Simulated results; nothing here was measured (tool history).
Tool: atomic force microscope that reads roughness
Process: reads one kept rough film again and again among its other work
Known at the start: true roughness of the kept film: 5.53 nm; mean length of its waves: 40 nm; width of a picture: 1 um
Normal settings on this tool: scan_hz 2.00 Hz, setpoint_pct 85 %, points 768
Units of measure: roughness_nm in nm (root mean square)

{"run": 1, "hour": 0.0, "scan_hz": 2.0, "setpoint_pct": 85, "points": 768, "roughness_nm": 4.066}
{"run": 2, "hour": 20.7, "scan_hz": 2.0, "setpoint_pct": 85, "points": 768, "roughness_nm": 4.031}
{"hour": 36.6, "done": "new tip fitted"}
{"run": 3, "hour": 36.9, "scan_hz": 2.0, "setpoint_pct": 85, "points": 768, "roughness_nm": 4.024}
{"run": 4, "hour": 46.5, "scan_hz": 2.0, "setpoint_pct": 85, "points": 768, "roughness_nm": 4.059}
{"run": 5, "hour": 60.2, "scan_hz": 2.0, "setpoint_pct": 85, "points": 768, "roughness_nm": 4.049}
{"run": 6, "hour": 71.2, "scan_hz": 0.88, "setpoint_pct": 85, "points": 768, "roughness_nm": 4.54}
{"run": 7, "hour": 94.5, "scan_hz": 2.0, "setpoint_pct": 85, "points": 768, "roughness_nm": 4.074}
{"run": 8, "hour": 107.6, "scan_hz": 2.0, "setpoint_pct": 85, "points": 768, "roughness_nm": 4.029}
{"run": 9, "hour": 118.1, "scan_hz": 2.0, "setpoint_pct": 85, "points": 768, "roughness_nm": 4.056}
{"hour": 125.3, "done": "new tip fitted"}
{"run": 10, "hour": 141.6, "scan_hz": 2.0, "setpoint_pct": 85, "points": 768, "roughness_nm": 4.072}
{"run": 11, "hour": 164.3, "scan_hz": 2.0, "setpoint_pct": 85, "points": 768, "roughness_nm": 4.057}
{"run": 12, "hour": 181.4, "scan_hz": 2.0, "setpoint_pct": 85, "points": 363, "roughness_nm": 4.051}
{"run": 13, "hour": 203.8, "scan_hz": 2.0, "setpoint_pct": 85, "points": 363, "roughness_nm": 4.044}
{"hour": 212.1, "done": "new tip fitted"}
{"run": 14, "hour": 213.9, "scan_hz": 0.52, "setpoint_pct": 69, "points": 604, "roughness_nm": 4.897}
{"run": 15, "hour": 236.7, "scan_hz": 3.24, "setpoint_pct": 63, "points": 344, "roughness_nm": 4.472}
{"run": 16, "hour": 255.0, "scan_hz": 2.82, "setpoint_pct": 63, "points": 344, "roughness_nm": 4.537}
{"run": 17, "hour": 274.7, "scan_hz": 2.82, "setpoint_pct": 63, "points": 344, "roughness_nm": 4.567}
{"run": 18, "hour": 285.2, "scan_hz": 2.0, "setpoint_pct": 56, "points": 283, "roughness_nm": 4.739}
{"run": 19, "hour": 297.4, "scan_hz": 2.0, "setpoint_pct": 56, "points": 283, "roughness_nm": 4.752}
{"hour": 300.0, "done": "new tip fitted"}
{"run": 20, "hour": 309.2, "scan_hz": 2.0, "setpoint_pct": 63, "points": 283, "roughness_nm": 4.674}
{"run": 21, "hour": 320.7, "scan_hz": 2.0, "setpoint_pct": 79, "points": 283, "roughness_nm": 4.232}
{"run": 22, "hour": 343.4, "scan_hz": 3.12, "setpoint_pct": 85, "points": 346, "roughness_nm": 3.626}
{"run": 23, "hour": 365.1, "scan_hz": 1.35, "setpoint_pct": 85, "points": 768, "roughness_nm": 4.312}

Predict each of these 3 candidate next runs independently; none follows another, all start after run 23:
{"run": "A", "hour": 375.6, "scan_hz": 0.86, "setpoint_pct": 80, "points": 768, "roughness_nm": "?"}
{"run": "B", "hour": 375.6, "scan_hz": 1.35, "setpoint_pct": 66, "points": 768, "roughness_nm": "?"}
{"run": "C", "hour": 375.6, "scan_hz": 2.87, "setpoint_pct": 68, "points": 345, "roughness_nm": "?"}

run=A roughness_nm=4.663
run=B roughness_nm=4.725
run=C roughness_nm=4.375
The same runs, with their run-to-run variation unchanged, on a tool lacking any hidden condition would have given:
run=A roughness_nm=4.671
run=B roughness_nm=4.733
run=C roughness_nm=4.382
